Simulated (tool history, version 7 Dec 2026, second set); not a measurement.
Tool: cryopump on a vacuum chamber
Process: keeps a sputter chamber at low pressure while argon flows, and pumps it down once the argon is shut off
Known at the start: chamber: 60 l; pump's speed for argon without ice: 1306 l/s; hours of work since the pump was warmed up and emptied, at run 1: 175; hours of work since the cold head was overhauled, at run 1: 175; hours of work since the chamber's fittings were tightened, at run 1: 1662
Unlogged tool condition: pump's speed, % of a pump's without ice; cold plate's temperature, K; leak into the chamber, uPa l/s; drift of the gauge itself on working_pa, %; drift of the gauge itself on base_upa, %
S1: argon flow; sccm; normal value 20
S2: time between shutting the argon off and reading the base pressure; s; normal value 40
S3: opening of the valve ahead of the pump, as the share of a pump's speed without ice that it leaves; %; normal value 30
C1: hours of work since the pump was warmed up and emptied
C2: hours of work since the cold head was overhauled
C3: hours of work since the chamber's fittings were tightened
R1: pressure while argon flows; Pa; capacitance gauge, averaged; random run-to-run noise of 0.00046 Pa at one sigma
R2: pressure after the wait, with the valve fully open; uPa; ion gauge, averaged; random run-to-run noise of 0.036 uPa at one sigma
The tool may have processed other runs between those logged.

| run | hour | S1 | S2 | S3 | C1 | C2 | C3 | R1 | R2 |
|---|---|---|---|---|---|---|---|---|---|
| 1 | 0.0 | 20 | 40 | 30 | 175 | 175 | 1662 | 0.0869 | 3.54 |
| 2 | 44.2 | 20 | 40 | 30 | 208 | 208 | 1696 | 0.0875 | 3.52 |
| 3 | 87.3 | 20 | 40 | 30 | 241 | 241 | 1728 | 0.0872 | 3.50 |
| 4 | 142.1 | 20 | 40 | 30 | 282 | 282 | 1770 | 0.0879 | 3.63 |
| 5 | 167.4 | 20 | 40 | 19 | 301 | 301 | 1789 | 0.1375 | 3.66 |
| 6 | 198.3 | 20 | 40 | 19 | 324 | 324 | 1812 | 0.1382 | 3.83 |
| 7 | 241.9 | 20 | 40 | 30 | 357 | 357 | 1845 | 0.0871 | 3.80 |
| 8 | 281.8 | 20 | 40 | 30 | 388 | 388 | 1875 | 0.0882 | 3.90 |
| 9 | 320.6 | 9 | 70 | 27 | 417 | 417 | 1905 | 0.0443 | 3.17 |
| 10 | 349.0 | 20 | 26 | 19 | 438 | 438 | 1926 | 0.1371 | 4.66 |
| 11 | 398.9 | 9 | 44 | 19 | 476 | 476 | 1964 | 0.0617 | 3.81 |
| 12 | 446.3 | 9 | 44 | 19 | 512 | 512 | 2000 | 0.0622 | 3.91 |
| 13 | 474.2 | 39 | 23 | 36 | 533 | 533 | 2021 | 0.1456 | 5.27 |
| 14 | 517.0 | 39 | 23 | 36 | 565 | 565 | 2053 | 0.1456 | 5.50 |
| 15 | 574.2 | 39 | 23 | 36 | 608 | 608 | 2096 | 0.1460 | 5.37 |

Measured result minus the same run's result without the hidden state. Both carry the same run-to-run variation, though not necessarily the same gauge scatter:
| run | R1 | R2 |
|---|---|---|
| 1 | +0.0010 | +1.57 |
| 2 | +0.0011 | +1.59 |
| 3 | +0.0012 | +1.61 |
| 4 | +0.0014 | +1.68 |
| 5 | +0.0015 | +1.73 |
| 6 | +0.0016 | +1.79 |
| 7 | +0.0017 | +1.83 |
| 8 | +0.0019 | +1.86 |
| 9 | +0.0009 | +1.91 |
| 10 | +0.0021 | +1.84 |
| 11 | +0.0010 | +1.97 |
| 12 | +0.0011 | +2.06 |
| 13 | +0.0050 | +2.03 |
| 14 | +0.0053 | +2.15 |
| 15 | +0.0057 | +2.13 |

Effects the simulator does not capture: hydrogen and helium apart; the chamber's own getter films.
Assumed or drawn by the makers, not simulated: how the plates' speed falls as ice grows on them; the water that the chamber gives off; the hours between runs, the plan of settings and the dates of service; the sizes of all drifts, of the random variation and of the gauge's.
